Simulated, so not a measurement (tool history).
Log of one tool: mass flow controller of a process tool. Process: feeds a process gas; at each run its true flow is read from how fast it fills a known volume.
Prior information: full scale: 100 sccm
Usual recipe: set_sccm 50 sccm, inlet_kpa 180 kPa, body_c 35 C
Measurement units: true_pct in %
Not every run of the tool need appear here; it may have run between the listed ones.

run	hour	set_sccm	inlet_kpa	body_c	true_pct
1	0	50	180	35	100.49
2	122.1	42	180	35	100.4
3	231.8	50	180	35	100.71
4	305	50	164	35	100.45
5	431.4	50	180	31	100.42
6	509.4	50	180	35	100.42
7	601.5	50	180	35	100.59
8	672	50	180	33	100.45
9	732.7	50	180	35	100.6
10	801.4	50	180	35	100.51
11	911.5	50	180	35	100.78
12	990.3	50	180	35	100.57
13	1101.2	50	180	35	100.72
14	1168.9	50	180	35	100.79
15	1255.9	50	180	35	100.75
16	1395.6	50	180	35	100.7
17	1536.2	50	180	35	100.96
18	1601.5	50	180	35	100.8
19	1740.5	13	152	35	101.85
20	1866.9	44	185	23	99.65
21	2012.3	27	173	37	101.08
22	2071.9	12	173	37	102.45
23	2205.4	12	173	37	102.52
24	2351.7	12	173	37	102.56
25	2474.5	12	211	37	102.7
26	2557.5	12	211	37	102.66

Forecast run 27:
27	2663.3	70	180	35	?

true_pct: 101.21 %
Without the tool's hidden state the same run would have given true_pct 100.22 %.
